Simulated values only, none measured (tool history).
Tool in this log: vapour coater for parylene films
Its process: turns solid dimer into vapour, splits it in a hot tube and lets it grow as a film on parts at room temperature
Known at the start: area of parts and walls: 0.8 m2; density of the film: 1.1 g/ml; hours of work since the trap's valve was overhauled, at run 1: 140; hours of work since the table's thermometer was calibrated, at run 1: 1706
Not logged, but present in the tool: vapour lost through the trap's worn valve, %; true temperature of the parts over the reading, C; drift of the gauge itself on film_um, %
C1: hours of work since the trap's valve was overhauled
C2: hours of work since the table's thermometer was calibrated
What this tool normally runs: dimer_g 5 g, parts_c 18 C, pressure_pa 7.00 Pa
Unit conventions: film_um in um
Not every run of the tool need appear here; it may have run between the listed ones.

run 1 hour=0.0 | dimer_g=5 parts_c=18 pressure_pa=7.00 | C1=140 C2=1706 | film_um=2.736
run 2 hour=43.9 | dimer_g=5 parts_c=18 pressure_pa=7.00 | C1=168 C2=1734 | film_um=2.697
-- hour=101.6 trap's valve overhauled
run 3 hour=111.2 | dimer_g=5 parts_c=18 pressure_pa=7.00 | C1=6 C2=1775 | film_um=2.828
run 4 hour=178.6 | dimer_g=6 parts_c=18 pressure_pa=7.00 | C1=49 C2=1818 | film_um=3.374
run 5 hour=228.3 | dimer_g=5 parts_c=18 pressure_pa=7.00 | C1=81 C2=1850 | film_um=2.784
run 6 hour=276.0 | dimer_g=5 parts_c=18 pressure_pa=7.00 | C1=112 C2=1880 | film_um=2.760
run 7 hour=320.3 | dimer_g=5 parts_c=18 pressure_pa=7.00 | C1=140 C2=1909 | film_um=2.752
run 8 hour=375.9 | dimer_g=5 parts_c=18 pressure_pa=7.22 | C1=175 C2=1944 | film_um=2.708
-- hour=424.8 trap's valve overhauled
run 9 hour=427.2 | dimer_g=5 parts_c=18 pressure_pa=8.66 | C1=2 C2=1974 | film_um=2.694
run 10 hour=477.6 | dimer_g=5 parts_c=18 pressure_pa=8.66 | C1=34 C2=2007 | film_um=2.682
run 11 hour=526.3 | dimer_g=5 parts_c=18 pressure_pa=8.66 | C1=65 C2=2038 | film_um=2.664
run 12 hour=583.1 | dimer_g=5 parts_c=18 pressure_pa=2.80 | C1=101 C2=2074 | film_um=3.373
run 13 hour=648.2 | dimer_g=5 parts_c=18 pressure_pa=2.80 | C1=143 C2=2116 | film_um=3.366
run 14 hour=676.4 | dimer_g=5 parts_c=18 pressure_pa=2.18 | C1=161 C2=2134 | film_um=3.532
run 15 hour=705.7 | dimer_g=5 parts_c=18 pressure_pa=2.18 | C1=180 C2=2153 | film_um=3.509
-- hour=746.7 trap's valve overhauled
run 16 hour=771.9 | dimer_g=5 parts_c=18 pressure_pa=2.17 | C1=16 C2=2192 | film_um=3.658
run 17 hour=800.3 | dimer_g=2 parts_c=16 pressure_pa=2.17 | C1=34 C2=2211 | film_um=1.509
run 18 hour=850.2 | dimer_g=2 parts_c=16 pressure_pa=2.17 | C1=66 C2=2243 | film_um=1.523
run 19 hour=904.4 | dimer_g=6 parts_c=19 pressure_pa=4.80 | C1=101 C2=2277 | film_um=3.535
run 20 hour=948.1 | dimer_g=6 parts_c=19 pressure_pa=4.80 | C1=129 C2=2305 | film_um=3.523
run 21 hour=1012.1 | dimer_g=4 parts_c=30 pressure_pa=7.00 | C1=170 C2=2346 | film_um=1.695
-- hour=1041.5 table's thermometer calibrated
-- hour=1069.8 trap's valve overhauled
run 22 hour=1073.2 | dimer_g=7 parts_c=20 pressure_pa=3.17 | C1=2 C2=18 | film_um=4.458
run 23 hour=1130.2 | dimer_g=4 parts_c=19 pressure_pa=7.00 | C1=39 C2=54 | film_um=2.188
run 24 hour=1183.8 | dimer_g=2 parts_c=13 pressure_pa=7.00 | C1=73 C2=88 | film_um=1.228
run 25 hour=1243.7 | dimer_g=8 parts_c=13 pressure_pa=6.77 | C1=111 C2=127 | film_um=4.891
run 26 hour=1275.9 | dimer_g=8 parts_c=13 pressure_pa=6.77 | C1=132 C2=147 | film_um=4.877
run 27 hour=1344.5 | dimer_g=4 parts_c=18 pressure_pa=2.54 | C1=176 C2=191 | film_um=2.679
-- hour=1390.1 trap's valve overhauled
run 28 hour=1403.0 | dimer_g=8 parts_c=18 pressure_pa=11.34 | C1=8 C2=226 | film_um=4.015

Branching from run 28: 4 alternative next runs. What would each branch give?
run A hour=1470.5 | dimer_g=2 parts_c=12 pressure_pa=4.58 | C1=51 C2=269 | film_um=?
run B hour=1470.5 | dimer_g=4 parts_c=18 pressure_pa=9.64 | C1=51 C2=269 | film_um=?
run C hour=1470.5 | dimer_g=4 parts_c=18 pressure_pa=7.00 | C1=51 C2=269 | film_um=?
run D hour=1470.5 | dimer_g=5 parts_c=20 pressure_pa=7.00 | C1=51 C2=269 | film_um=?

run=A film_um=1.390
run=B film_um=2.065
run=C film_um=2.209
run=D film_um=2.657
With the hidden condition removed and each run's random variation left untouched, the same runs would have given:
run=A film_um=1.410
run=B film_um=2.095
run=C film_um=2.241
run=D film_um=2.696
